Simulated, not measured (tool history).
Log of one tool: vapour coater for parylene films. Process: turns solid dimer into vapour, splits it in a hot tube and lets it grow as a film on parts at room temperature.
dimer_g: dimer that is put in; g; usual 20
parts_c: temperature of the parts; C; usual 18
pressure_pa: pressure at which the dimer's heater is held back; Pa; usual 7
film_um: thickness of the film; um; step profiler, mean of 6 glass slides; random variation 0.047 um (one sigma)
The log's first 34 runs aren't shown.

| run | hour | dimer_g | parts_c | pressure_pa | film_um |
|---|---|---|---|---|---|
| 35 | 1007.8 | 17 | 15 | 6.58 | 5.06 |
| 36 | 1052.2 | 18 | 22 | 2.73 | 4.13 |
| 37 | 1075.2 | 19 | 22 | 2.73 | 4.48 |
| 38 | 1105.3 | 20 | 26 | 7 | 3.55 |
| 39 | 1151.9 | 26 | 24 | 7 | 5.05 |
| 40 | 1192.4 | 22 | 26 | 8.35 | 3.78 |
| 41 | 1223.2 | 22 | 26 | 8.35 | 3.8 |
| 42 | 1255.8 | 22 | 26 | 8.35 | 3.7 |
| 43 | 1297.3 | 22 | 26 | 8.35 | 3.71 |
| 44 | 1330.8 | 22 | 21 | 5.52 | 4.8 |
| 45 | 1369 | 20 | 11 | 2.32 | 7.48 |
| 46 | 1403.4 | 23 | 17 | 2.71 | 6.39 |
| 47 | 1423 | 14 | 20 | 7 | 3.15 |

Forecast each of these 3 alternatives for the next run:
| A | 1449.5 | 9 | 13 | 4.36 | ? |
| B | 1449.5 | 20 | 27 | 6.62 | ? |
| C | 1449.5 | 13 | 28 | 3.91 | ? |

| run | film_um |
|---|---|
| A | 2.84 |
| B | 3.29 |
| C | 2.14 |
Without the tool's hidden state the same runs would have given:
| run | film_um |
|---|---|
| A | 3.07 |
| B | 3.56 |
| C | 2.31 |
